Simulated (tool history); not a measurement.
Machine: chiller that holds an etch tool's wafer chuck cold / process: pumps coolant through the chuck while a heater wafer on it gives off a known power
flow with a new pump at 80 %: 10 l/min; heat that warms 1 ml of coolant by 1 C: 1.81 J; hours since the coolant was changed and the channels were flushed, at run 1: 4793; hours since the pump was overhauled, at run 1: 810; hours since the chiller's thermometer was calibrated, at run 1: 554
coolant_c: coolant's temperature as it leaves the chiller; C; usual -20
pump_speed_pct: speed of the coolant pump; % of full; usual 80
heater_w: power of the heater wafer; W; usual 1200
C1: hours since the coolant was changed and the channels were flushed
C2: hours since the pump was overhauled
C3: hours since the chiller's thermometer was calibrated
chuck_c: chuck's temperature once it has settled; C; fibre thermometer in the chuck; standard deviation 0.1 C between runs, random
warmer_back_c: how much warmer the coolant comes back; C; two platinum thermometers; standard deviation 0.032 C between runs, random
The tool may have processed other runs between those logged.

Run 1, hour 0: usual settings; C1 4793; C2 810; C3 554. Result: chuck_c -6.6 C, warmer_back_c 4.06 C.
Run 2, hour 30.4: usual settings; C1 4823; C2 840; C3 585. Result: chuck_c -6.5 C, warmer_back_c 4.1 C.
Run 3, hour 48: usual settings; C1 4841; C2 858; C3 602. Result: chuck_c -6.5 C, warmer_back_c 4.04 C.
Run 4, hour 73: usual settings; C1 4866; C2 883; C3 627. Result: chuck_c -6.5 C, warmer_back_c 4.1 C.
Run 5, hour 96.3: usual settings; C1 4889; C2 906; C3 651. Result: chuck_c -6.4 C, warmer_back_c 4.1 C.
Run 6, hour 126.7: usual settings but coolant_c -13 C; C1 4919; C2 937; C3 681. Result: chuck_c 0.5 C, warmer_back_c 4.1 C.
Run 7, hour 157.2: usual settings but heater_w 813 W; C1 4950; C2 967; C3 711. Result: chuck_c -10.9 C, warmer_back_c 2.77 C.
Run 8, hour 184.4: usual settings but heater_w 813 W; C1 4977; C2 994; C3 739. Result: chuck_c -10.8 C, warmer_back_c 2.77 C.
Run 9, hour 196.9: usual settings; C1 4990; C2 1007; C3 751. Result: chuck_c -6.5 C, warmer_back_c 4.12 C.
Run 10, hour 222.9: usual settings; C1 5016; C2 1033; C3 777. Result: chuck_c -6.2 C, warmer_back_c 4.13 C.
Run 11, hour 243.9: usual settings; C1 5037; C2 1054; C3 798. Result: chuck_c -6.1 C, warmer_back_c 4.12 C.
Run 12, hour 256.9: usual settings; C1 5050; C2 1067; C3 811. Result: chuck_c -6.3 C, warmer_back_c 4.06 C.
Run 13, hour 278.6: usual settings; C1 5071; C2 1088; C3 833. Result: chuck_c -6.2 C, warmer_back_c 4.12 C.
Run 14, hour 302.4: usual settings but heater_w 1400 W; C1 5095; C2 1112; C3 857. Result: chuck_c -3.9 C, warmer_back_c 4.77 C.
Run 15, hour 316.6: usual settings but heater_w 1400 W; C1 5109; C2 1127; C3 871. Result: chuck_c -4 C, warmer_back_c 4.84 C.
Run 16, hour 336.5: usual settings but heater_w 1400 W; C1 5129; C2 1146; C3 891. Result: chuck_c -3.9 C, warmer_back_c 4.8 C.
Run 17, hour 364.5: usual settings but coolant_c -29 C, pump_speed_pct 67 % of full, heater_w 1182 W; C1 5157; C2 1174; C3 919. Result: chuck_c -13.3 C, warmer_back_c 4.86 C.
Run 18, hour 378.3: usual settings but coolant_c -29 C, pump_speed_pct 67 % of full, heater_w 1182 W; C1 5171; C2 1188; C3 933. Result: chuck_c -13.2 C, warmer_back_c 4.85 C.
Run 19, hour 396.1: usual settings but coolant_c -29 C, pump_speed_pct 63 % of full, heater_w 1488 W; C1 5189; C2 1206; C3 950. Result: chuck_c -7.9 C, warmer_back_c 6.42 C.
Run 20, hour 411: usual settings but coolant_c -29 C, pump_speed_pct 63 % of full, heater_w 1488 W; C1 5204; C2 1221; C3 965. Result: chuck_c -8.1 C, warmer_back_c 6.46 C.
Run 21, hour 430: usual settings but coolant_c -29 C, pump_speed_pct 63 % of full, heater_w 1488 W; C1 5223; C2 1240; C3 984. Result: chuck_c -8.1 C, warmer_back_c 6.5 C.
Run 22, hour 456.9: usual settings but coolant_c -11 C; C1 5250; C2 1267; C3 1011. Result: chuck_c 2.8 C, warmer_back_c 4.12 C.
Run 23, hour 472: usual settings but heater_w 1589 W; C1 5265; C2 1282; C3 1026. Result: chuck_c -1.6 C, warmer_back_c 5.48 C.
Run 24, hour 491.9: usual settings but coolant_c -29 C, pump_speed_pct 63 % of full, heater_w 638 W; C1 5285; C2 1302; C3 1046. Result: chuck_c -20.2 C, warmer_back_c 2.79 C.
Run 25, hour 511.5: usual settings but coolant_c -29 C, pump_speed_pct 63 % of full, heater_w 638 W; C1 5304; C2 1321; C3 1066. Result: chuck_c -19.9 C, warmer_back_c 2.75 C.
Run 26, hour 542.1: usual settings but coolant_c -29 C, pump_speed_pct 63 % of full, heater_w 638 W; C1 5335; C2 1352; C3 1096. Result: chuck_c -19.9 C, warmer_back_c 2.84 C.
Run 27, hour 561.1: usual settings but coolant_c -29 C, pump_speed_pct 78 % of full, heater_w 1644 W; C1 5354; C2 1371; C3 1115. Result: chuck_c -9.4 C, warmer_back_c 5.82 C.
Run 28, hour 587.9: usual settings but coolant_c -28 C, heater_w 1527 W; C1 5381; C2 1398; C3 1142. Result: chuck_c -10 C, warmer_back_c 5.29 C.
Run 29, hour 602: usual settings but coolant_c -28 C, heater_w 1527 W; C1 5395; C2 1412; C3 1156. Result: chuck_c -10.1 C, warmer_back_c 5.32 C.
Run 30, hour 623.9: usual settings but heater_w 1572 W; C1 5417; C2 1434; C3 1178. Result: chuck_c -1.5 C, warmer_back_c 5.45 C.
Run 31, hour 647.8: usual settings but coolant_c -16 C, pump_speed_pct 94 % of full, heater_w 1311 W; C1 5441; C2 1458; C3 1202. Result: chuck_c -2.6 C, warmer_back_c 3.88 C.

5 options for the next run, each taken on its own from the tool as it stands now. Forecast them:
Run A, hour 668: usual settings but coolant_c -18 C, pump_speed_pct 60 % of full, heater_w 804 W; C1 5461; C2 1478; C3 1222. Result: chuck_c ?, warmer_back_c ?.
Run B, hour 668: usual settings but coolant_c -19 C, pump_speed_pct 99 % of full, heater_w 848 W; C1 5461; C2 1478; C3 1222. Result: chuck_c ?, warmer_back_c ?.
Run C, hour 668: usual settings but pump_speed_pct 96 % of full; C1 5461; C2 1478; C3 1222. Result: chuck_c ?, warmer_back_c ?.
Run D, hour 668: usual settings but coolant_c -17 C, pump_speed_pct 72 % of full, heater_w 1009 W; C1 5461; C2 1478; C3 1222. Result: chuck_c ?, warmer_back_c ?.
Run E, hour 668: usual settings but coolant_c -16 C, pump_speed_pct 77 % of full, heater_w 1064 W; C1 5461; C2 1478; C3 1222. Result: chuck_c ?, warmer_back_c ?.

run  chuck_c  warmer_back_c
  A     -6.1           3.67
  B    -10.9           2.43
  C       -8           3.44
  D       -4           3.93
  E     -3.2           3.79
With no hidden state in the tool, these same runs would have given:
run  chuck_c  warmer_back_c
  A     -8.5            3.5
  B    -12.5           2.33
  C    -10.5           3.29
  D     -6.6           3.76
  E     -5.8           3.63
